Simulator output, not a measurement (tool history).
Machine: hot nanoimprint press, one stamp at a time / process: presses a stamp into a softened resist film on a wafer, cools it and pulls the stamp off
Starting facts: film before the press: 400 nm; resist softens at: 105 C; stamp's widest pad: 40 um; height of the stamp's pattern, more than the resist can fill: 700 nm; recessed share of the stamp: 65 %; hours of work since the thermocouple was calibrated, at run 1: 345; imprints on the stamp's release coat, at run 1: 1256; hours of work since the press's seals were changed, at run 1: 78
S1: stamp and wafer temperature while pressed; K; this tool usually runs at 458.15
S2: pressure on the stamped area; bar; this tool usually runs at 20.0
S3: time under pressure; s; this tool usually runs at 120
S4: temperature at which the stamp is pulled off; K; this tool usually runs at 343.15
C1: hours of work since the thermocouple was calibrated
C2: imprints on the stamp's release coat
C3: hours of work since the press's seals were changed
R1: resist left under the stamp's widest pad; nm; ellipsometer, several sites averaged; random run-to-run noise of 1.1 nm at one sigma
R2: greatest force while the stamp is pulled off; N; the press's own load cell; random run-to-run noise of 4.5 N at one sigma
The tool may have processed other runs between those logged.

run	hour	S1	S2	S3	S4	C1	C2	C3	R1	R2
1	0.0	458.15	20.0	120	343.15	345	1256	78	218.1	213
2	12.7	458.15	20.0	120	343.15	352	1292	85	212.7	225
3	19.8	458.15	20.0	120	343.15	355	1312	88	216.9	227
4	31.5	458.15	20.0	120	343.15	361	1345	94	215.9	225
5	41.0	458.15	20.0	120	343.15	366	1373	99	213.1	224
6	53.7	458.15	20.0	120	343.15	372	1409	105	213.8	219
7	65.5	466.15	20.0	120	346.15	378	1442	111	173.3	216
8	78.5	453.15	13.5	119	342.15	385	1479	118	286.2	226
9	90.5	458.15	14.3	120	343.15	391	1514	124	248.2	222
10	99.7	458.15	14.3	120	343.15	395	1540	128	249.6	226
11	108.3	458.15	14.3	120	343.15	400	1564	133	247.9	229
12	114.8	458.15	14.3	120	343.15	403	1583	136	248.9	230

Subtracting, for every run, the result it would have given without the tool's unlogged condition from the measured result gives the following. The same run-to-run variation enters both numbers; the gauge's scatter may not:
Hidden state present: true temperature over the reading, C; pressure that arrives at the usual setting, %; grip of the stamp's worn release coat, % over a new coat's; drift of the gauge itself on residual_nm, %; drift of the gauge itself on pull_off_n, %.
run	R1
1	+0.0
2	-0.4
3	-0.7
4	-1.1
5	-1.4
6	-1.9
7	-1.9
8	-3.8
9	-3.8
10	-4.2
11	-4.5
12	-4.8
R2: differs from the measured result by no more than 2 N in any run.
